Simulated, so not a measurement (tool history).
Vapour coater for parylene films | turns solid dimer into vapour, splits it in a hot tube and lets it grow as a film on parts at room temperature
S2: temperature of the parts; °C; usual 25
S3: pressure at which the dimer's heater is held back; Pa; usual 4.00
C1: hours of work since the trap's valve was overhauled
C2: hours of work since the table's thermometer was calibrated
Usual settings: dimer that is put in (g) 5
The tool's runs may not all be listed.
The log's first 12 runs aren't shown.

{"run": 13, "hour": 128.4, "dimer that is put in (g)": 5, "S2": 25, "S3": 2.48, "C1": 280, "C2": 233, "thickness of the film (nm)": 1055}
{"hour": 143.7, "done": "trap's valve overhauled"}
{"run": 14, "hour": 146.0, "dimer that is put in (g)": 5, "S2": 25, "S3": 4.0, "C1": 2, "C2": 244, "thickness of the film (nm)": 998}
{"run": 15, "hour": 155.4, "dimer that is put in (g)": 8, "S2": 25, "S3": 4.0, "C1": 9, "C2": 251, "thickness of the film (nm)": 1602}
{"run": 16, "hour": 166.0, "dimer that is put in (g)": 5, "S2": 25, "S3": 4.0, "C1": 17, "C2": 259, "thickness of the film (nm)": 996}
{"run": 17, "hour": 177.0, "dimer that is put in (g)": 5, "S2": 25, "S3": 4.0, "C1": 25, "C2": 267, "thickness of the film (nm)": 1007}
{"run": 18, "hour": 190.6, "dimer that is put in (g)": 5, "S2": 18, "S3": 4.0, "C1": 35, "C2": 277, "thickness of the film (nm)": 1116}
{"run": 19, "hour": 199.4, "dimer that is put in (g)": 6, "S2": 17, "S3": 7.23, "C1": 42, "C2": 284, "thickness of the film (nm)": 1274}
{"run": 20, "hour": 212.6, "dimer that is put in (g)": 5, "S2": 25, "S3": 7.24, "C1": 52, "C2": 294, "thickness of the film (nm)": 940}
{"run": 21, "hour": 226.6, "dimer that is put in (g)": 6, "S2": 25, "S3": 4.0, "C1": 62, "C2": 304, "thickness of the film (nm)": 1198}
{"run": 22, "hour": 238.4, "dimer that is put in (g)": 5, "S2": 33, "S3": 4.39, "C1": 71, "C2": 313, "thickness of the film (nm)": 872}
{"run": 23, "hour": 245.3, "dimer that is put in (g)": 5, "S2": 33, "S3": 4.39, "C1": 76, "C2": 318, "thickness of the film (nm)": 871}
{"run": 24, "hour": 253.3, "dimer that is put in (g)": 5, "S2": 33, "S3": 7.9, "C1": 82, "C2": 324, "thickness of the film (nm)": 817}
{"run": 25, "hour": 264.6, "dimer that is put in (g)": 5, "S2": 33, "S3": 7.9, "C1": 91, "C2": 333, "thickness of the film (nm)": 816}
{"run": 26, "hour": 273.2, "dimer that is put in (g)": 7, "S2": 20, "S3": 7.9, "C1": 97, "C2": 339, "thickness of the film (nm)": 1406}
{"run": 27, "hour": 283.9, "dimer that is put in (g)": 7, "S2": 20, "S3": 4.27, "C1": 105, "C2": 347, "thickness of the film (nm)": 1495}
{"run": 28, "hour": 297.4, "dimer that is put in (g)": 7, "S2": 20, "S3": 4.27, "C1": 116, "C2": 358, "thickness of the film (nm)": 1498}
{"run": 29, "hour": 311.7, "dimer that is put in (g)": 7, "S2": 20, "S3": 4.27, "C1": 126, "C2": 368, "thickness of the film (nm)": 1501}
{"run": 30, "hour": 327.0, "dimer that is put in (g)": 7, "S2": 23, "S3": 4.45, "C1": 138, "C2": 380, "thickness of the film (nm)": 1424}
{"run": 31, "hour": 341.2, "dimer that is put in (g)": 7, "S2": 23, "S3": 4.45, "C1": 148, "C2": 390, "thickness of the film (nm)": 1423}

Forecast run 32:
{"run": 32, "hour": 353.6, "dimer that is put in (g)": 7, "S2": 36, "S3": 4.45, "C1": 158, "C2": 400, "thickness of the film (nm)": "?"}

thickness of the film (nm): 1160
Without the tool's hidden state the same run would have given thickness of the film (nm) 1160.

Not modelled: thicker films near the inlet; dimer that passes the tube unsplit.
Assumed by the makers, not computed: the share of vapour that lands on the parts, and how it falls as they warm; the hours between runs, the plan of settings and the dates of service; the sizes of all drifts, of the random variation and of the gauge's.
